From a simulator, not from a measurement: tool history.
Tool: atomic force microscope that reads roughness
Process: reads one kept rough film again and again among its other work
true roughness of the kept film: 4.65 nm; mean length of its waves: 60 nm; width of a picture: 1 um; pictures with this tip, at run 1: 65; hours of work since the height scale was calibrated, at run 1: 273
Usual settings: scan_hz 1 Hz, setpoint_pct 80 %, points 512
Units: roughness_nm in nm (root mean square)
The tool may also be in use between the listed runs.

run	day	scan_hz	setpoint_pct	points	pictures with this tip	hours of work since the height scale was calibrated	roughness_nm
1	0	1	80	512	65	273	4.09
2	0.308	0.53	80	512	77	277	4.304
3	0.85	0.53	80	512	97	284	4.28
4	1.558	0.53	80	512	123	294	4.278
# day 2: new tip fitted
5	2.3	0.53	80	512	11	304	4.283
6	2.858	0.53	80	512	32	311	4.304
7	3.275	0.53	80	512	47	317	4.262
8	3.858	0.53	80	512	69	324	4.301
9	4.212	0.84	86	820	82	329	4.068
10	4.667	3.04	74	818	99	335	3.668
11	5.238	3.04	74	818	121	343	3.656
# day 5.767: new tip fitted
12	5.779	2.56	56	386	1	350	4.266
13	6.104	2.56	56	386	13	354	4.237

4 ways to go on from here, each from the tool as it stands after run 13. What would each give?
A	6.396	1	80	628	24	358	?
B	6.396	0.8	80	512	24	358	?
C	6.396	1.84	64	512	24	358	?
D	6.396	3.02	74	837	24	358	?

run	roughness_nm
A	4.117
B	4.184
C	4.171
D	3.683
Without the tool's hidden state the same runs would have given:
run	roughness_nm
A	4.118
B	4.185
C	4.172
D	3.684
